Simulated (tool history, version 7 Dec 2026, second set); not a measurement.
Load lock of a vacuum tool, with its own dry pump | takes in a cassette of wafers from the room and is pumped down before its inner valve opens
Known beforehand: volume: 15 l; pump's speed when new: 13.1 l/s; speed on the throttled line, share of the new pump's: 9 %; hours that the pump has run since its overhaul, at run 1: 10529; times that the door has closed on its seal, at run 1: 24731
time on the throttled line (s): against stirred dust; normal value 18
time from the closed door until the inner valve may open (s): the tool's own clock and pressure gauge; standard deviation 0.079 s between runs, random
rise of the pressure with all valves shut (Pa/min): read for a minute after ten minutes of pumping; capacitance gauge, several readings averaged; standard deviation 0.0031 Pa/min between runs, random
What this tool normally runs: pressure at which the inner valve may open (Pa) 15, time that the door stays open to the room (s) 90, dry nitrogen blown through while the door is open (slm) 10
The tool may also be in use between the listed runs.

run	hour	time on the throttled line (s)	pressure at which the inner valve may open (Pa)	time that the door stays open to the room (s)	dry nitrogen blown through while the door is open (slm)	hours that the pump has run since its overhaul	times that the door has closed on its seal	incoming humidity of the room's air, %	time from the closed door until the inner valve may open (s)	rise of the pressure with all valves shut (Pa/min)
1	0.0	18	15	90	10	10529	24731	45.6	27.48	0.208
2	330.5	18	15	90	10	10859	25412	42.6	27.64	0.209
3	604.8	18	15	90	10	11133	25977	46.7	27.60	0.215
4	932.5	18	15	90	10	11461	26652	48.3	27.68	0.236
5	1240.7	12	15	90	10	11769	27287	44.6	22.32	0.224
6	1463.1	12	15	90	10	11992	27745	45.2	22.35	0.219
7	1686.5	12	15	87	10	12215	28205	42.6	22.31	0.226
8	1912.3	12	15	87	10	12441	28670	44.3	22.31	0.229
9	2277.2	11	22	32	5	12806	29422	42.7	21.01	0.206
10	2475.5	27	22	32	4	13004	29830	45.1	35.46	0.210
11	2709.2	18	15	90	9	13238	30312	43.1	28.03	0.238
12	2898.9	18	19	90	24	13427	30702	45.3	27.54	0.219
13	3262.9	18	19	109	29	13791	31452	44.4	27.42	0.212

Each row is a separate what-if for the run after 13, all from the same tool condition, not one after another. Results?
A	3551.6	10	15	90	6	14080	32047	42.6	?	?
B	3551.6	15	19	87	5	14080	32047	47.0	?	?
C	3551.6	18	19	109	12	14080	32047	42.2	?	?

run	time from the closed door until the inner valve may open (s)	rise of the pressure with all valves shut (Pa/min)
A	20.82	0.260
B	24.91	0.276
C	27.54	0.249
The same runs, with their run-to-run variation unchanged, on a tool lacking any hidden condition would have given:
run	time from the closed door until the inner valve may open (s)	rise of the pressure with all valves shut (Pa/min)
A	19.31	0.111
B	23.51	0.125
C	26.19	0.101
